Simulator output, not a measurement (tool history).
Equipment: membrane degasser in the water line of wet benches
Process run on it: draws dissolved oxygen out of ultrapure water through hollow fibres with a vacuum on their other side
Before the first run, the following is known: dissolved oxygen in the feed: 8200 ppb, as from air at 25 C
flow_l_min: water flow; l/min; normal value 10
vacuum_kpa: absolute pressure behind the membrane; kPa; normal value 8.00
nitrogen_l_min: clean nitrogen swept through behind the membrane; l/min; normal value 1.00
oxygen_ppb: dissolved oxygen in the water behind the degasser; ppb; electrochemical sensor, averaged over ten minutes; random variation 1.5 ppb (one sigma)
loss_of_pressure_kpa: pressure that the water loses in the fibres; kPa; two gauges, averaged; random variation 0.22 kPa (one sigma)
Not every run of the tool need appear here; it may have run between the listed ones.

Run 1, hour 0.0: usual settings. Result: oxygen_ppb 142.6 ppb, loss_of_pressure_kpa 53.40 kPa.
Run 2, hour 29.5: usual settings. Result: oxygen_ppb 141.9 ppb, loss_of_pressure_kpa 53.75 kPa.
Run 3, hour 57.1: usual settings. Result: oxygen_ppb 146.1 ppb, loss_of_pressure_kpa 53.52 kPa.
Run 4, hour 98.2: usual settings but nitrogen_l_min 1.27 l/min. Result: oxygen_ppb 122.6 ppb, loss_of_pressure_kpa 53.61 kPa.
Run 5, hour 141.2: usual settings. Result: oxygen_ppb 142.9 ppb, loss_of_pressure_kpa 53.74 kPa.
Run 6, hour 163.4: usual settings. Result: oxygen_ppb 142.2 ppb, loss_of_pressure_kpa 53.45 kPa.
Run 7, hour 190.5: usual settings but flow_l_min 14 l/min. Result: oxygen_ppb 210.0 ppb, loss_of_pressure_kpa 74.96 kPa.
Run 8, hour 218.2: usual settings but flow_l_min 14 l/min. Result: oxygen_ppb 207.2 ppb, loss_of_pressure_kpa 75.40 kPa.
Run 9, hour 266.9: usual settings. Result: oxygen_ppb 142.5 ppb, loss_of_pressure_kpa 53.95 kPa.
Run 10, hour 312.0: usual settings. Result: oxygen_ppb 144.7 ppb, loss_of_pressure_kpa 53.72 kPa.
Run 11, hour 353.0: usual settings but flow_l_min 12 l/min. Result: oxygen_ppb 178.0 ppb, loss_of_pressure_kpa 64.29 kPa.
Run 12, hour 391.2: usual settings but flow_l_min 12 l/min, vacuum_kpa 6.39 kPa. Result: oxygen_ppb 135.2 ppb, loss_of_pressure_kpa 64.27 kPa.
Run 13, hour 416.3: usual settings but flow_l_min 12 l/min, vacuum_kpa 6.39 kPa. Result: oxygen_ppb 135.8 ppb, loss_of_pressure_kpa 64.44 kPa.
Run 14, hour 447.5: usual settings. Result: oxygen_ppb 143.4 ppb, loss_of_pressure_kpa 53.65 kPa.
Run 15, hour 469.1: usual settings. Result: oxygen_ppb 141.1 ppb, loss_of_pressure_kpa 53.68 kPa.
Run 16, hour 503.0: usual settings. Result: oxygen_ppb 145.3 ppb, loss_of_pressure_kpa 53.99 kPa.
Run 17, hour 531.1: usual settings but flow_l_min 11 l/min, vacuum_kpa 5.28 kPa, nitrogen_l_min 0.93 l/min. Result: oxygen_ppb 96.5 ppb, loss_of_pressure_kpa 58.71 kPa.
Run 18, hour 577.6: usual settings but flow_l_min 11 l/min, vacuum_kpa 5.28 kPa, nitrogen_l_min 0.93 l/min. Result: oxygen_ppb 97.2 ppb, loss_of_pressure_kpa 58.77 kPa.
Run 19, hour 614.5: usual settings but flow_l_min 11 l/min, vacuum_kpa 5.28 kPa, nitrogen_l_min 0.93 l/min. Result: oxygen_ppb 94.7 ppb, loss_of_pressure_kpa 59.29 kPa.
Run 20, hour 634.9: usual settings but flow_l_min 8 l/min, vacuum_kpa 11.08 kPa, nitrogen_l_min 0.93 l/min. Result: oxygen_ppb 177.2 ppb, loss_of_pressure_kpa 42.73 kPa.
Run 21, hour 672.6: usual settings but flow_l_min 8 l/min, vacuum_kpa 11.08 kPa, nitrogen_l_min 0.93 l/min. Result: oxygen_ppb 179.9 ppb, loss_of_pressure_kpa 43.42 kPa.
Run 22, hour 696.7: usual settings but flow_l_min 8 l/min, vacuum_kpa 11.08 kPa, nitrogen_l_min 0.93 l/min. Result: oxygen_ppb 182.0 ppb, loss_of_pressure_kpa 43.23 kPa.
Run 23, hour 727.0: usual settings but flow_l_min 8 l/min, vacuum_kpa 11.08 kPa, nitrogen_l_min 0.93 l/min. Result: oxygen_ppb 177.2 ppb, loss_of_pressure_kpa 42.82 kPa.
Run 24, hour 752.0: usual settings but vacuum_kpa 6.03 kPa. Result: oxygen_ppb 99.0 ppb, loss_of_pressure_kpa 53.11 kPa.
Run 25, hour 787.7: usual settings but flow_l_min 11 l/min, vacuum_kpa 6.79 kPa, nitrogen_l_min 1.71 l/min. Result: oxygen_ppb 94.3 ppb, loss_of_pressure_kpa 58.93 kPa.
Run 26, hour 818.1: usual settings but flow_l_min 11 l/min, vacuum_kpa 6.79 kPa, nitrogen_l_min 1.71 l/min. Result: oxygen_ppb 92.2 ppb, loss_of_pressure_kpa 59.35 kPa.
Run 27, hour 854.2: usual settings but flow_l_min 11 l/min, vacuum_kpa 6.79 kPa, nitrogen_l_min 1.71 l/min. Result: oxygen_ppb 92.6 ppb, loss_of_pressure_kpa 59.16 kPa.
Run 28, hour 878.7: usual settings but flow_l_min 13 l/min, vacuum_kpa 5.00 kPa, nitrogen_l_min 0.79 l/min. Result: oxygen_ppb 117.5 ppb, loss_of_pressure_kpa 69.73 kPa.
Run 29, hour 922.7: usual settings but flow_l_min 13 l/min, vacuum_kpa 5.00 kPa, nitrogen_l_min 0.79 l/min. Result: oxygen_ppb 119.7 ppb, loss_of_pressure_kpa 69.57 kPa.
Run 30, hour 957.1: usual settings but flow_l_min 7 l/min. Result: oxygen_ppb 96.2 ppb, loss_of_pressure_kpa 37.34 kPa.
Run 31, hour 1004.0: usual settings but flow_l_min 7 l/min. Result: oxygen_ppb 96.1 ppb, loss_of_pressure_kpa 37.60 kPa.
Run 32, hour 1045.2: usual settings but flow_l_min 7 l/min. Result: oxygen_ppb 94.7 ppb, loss_of_pressure_kpa 37.57 kPa.

Not shown here: 1 entry made in the log between runs. Locate each between two listed runs and compare the hidden state at the listed run before it with the hidden state at the listed run after it:
After run 15, before run 16: seals of the vacuum lines changed (hour 482.8)
  air that leaks in behind the membrane, l/min: 0.0021 -> 0.002

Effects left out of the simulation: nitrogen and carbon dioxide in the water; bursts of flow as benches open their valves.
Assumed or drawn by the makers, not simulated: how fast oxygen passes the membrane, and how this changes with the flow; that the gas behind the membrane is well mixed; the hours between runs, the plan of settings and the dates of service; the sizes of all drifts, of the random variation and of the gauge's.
